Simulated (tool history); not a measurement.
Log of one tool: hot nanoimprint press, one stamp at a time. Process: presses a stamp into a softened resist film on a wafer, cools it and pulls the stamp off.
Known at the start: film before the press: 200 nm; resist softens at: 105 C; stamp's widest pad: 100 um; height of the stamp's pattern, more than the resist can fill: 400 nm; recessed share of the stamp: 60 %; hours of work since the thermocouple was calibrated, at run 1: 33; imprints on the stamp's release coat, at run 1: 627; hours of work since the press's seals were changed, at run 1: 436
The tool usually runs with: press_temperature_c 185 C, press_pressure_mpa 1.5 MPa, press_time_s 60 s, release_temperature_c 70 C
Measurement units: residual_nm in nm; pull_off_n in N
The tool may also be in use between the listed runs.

run,hour,press_temperature_c,press_pressure_mpa,press_time_s,release_temperature_c,hours of work since the thermocouple was calibrated,imprints on the stamp's release coat,hours of work since the press's seals were changed,residual_nm,pull_off_n
1,0,185,1.5,60,70,33,627,436,109,177
2,8,185,1.5,60,70,39,664,442,108.1,180
3,19.7,185,1.02,60,70,48,718,451,123.5,177
4,31.9,185,1.02,60,75,57,775,460,123.9,154
5,49.7,185,1.02,60,75,70,856,473,123.9,149
# hour 60: stamp cleaned and given a new release coat
6,65.1,185,1.02,60,75,77,23,480,123.2,150
7,82,185,1.02,60,75,89,101,492,122.8,144
8,94.5,185,1.5,60,70,98,159,501,108.4,177
# hour 114.2: press's hydraulic seals changed and the load cell set to zero
9,114.3,185,1.5,60,70,107,213,0,108.7,180
10,127.8,185,1.5,60,70,117,275,10,108.8,175
11,140.6,185,1.5,60,71,126,334,19,108.8,171
12,158.3,197,1.5,60,71,139,415,32,75,180
13,173.6,185,1.5,60,70,150,486,44,107.8,174
14,184.9,185,1.5,60,70,159,538,52,108.4,179
15,192.3,185,1.46,60,70,164,572,57,109.2,177
16,205.4,185,1.46,88,65,174,632,67,95.3,207
17,213,194,0.98,88,65,179,668,72,84.2,200
18,220.6,185,1.61,54,65,185,703,78,109.4,200
19,237.2,183,1.5,93,70,197,779,90,98.8,169
20,245.2,185,1.62,66,63,203,816,96,101.4,211
# hour 263.9: stamp cleaned and given a new release coat
21,268.7,192,1.5,35,70,216,22,109,105.1,176
22,278.8,196,1.11,67,69,223,68,116,82.2,184
23,290.8,196,1.11,67,69,232,124,125,83.6,183
24,307.8,196,1.11,67,69,244,202,138,83,177
25,318.7,177,2.23,53,74,252,252,146,126.1,159
26,325.9,185,1.39,60,70,258,285,151,111.4,181
27,342,197,0.98,50,65,270,359,163,94.7,209
28,351.7,186,1.5,60,60,277,404,170,104.3,229
29,365.6,186,1.5,56,72,287,468,180,108.7,173

How the hidden state differs across the entries between the runs, from the last listed run before each to the first after it:
Run 5 -> run 6: stamp cleaned and given a new release coat (hour 60)
  grip of the stamp's worn release coat, % over a new coat's: 1.3 -> 0
Run 8 -> run 9: press's hydraulic seals changed and the load cell set to zero (hour 114.2)
  pressure that arrives at the usual setting, %: 99.91 -> 99.98; grip of the stamp's worn release coat, % over a new coat's: 0.2 -> 0.3
Run 20 -> run 21: stamp cleaned and given a new release coat (hour 263.9)
  true temperature over the reading, C: 0.04 -> 0.05; grip of the stamp's worn release coat, % over a new coat's: 1.2 -> 0
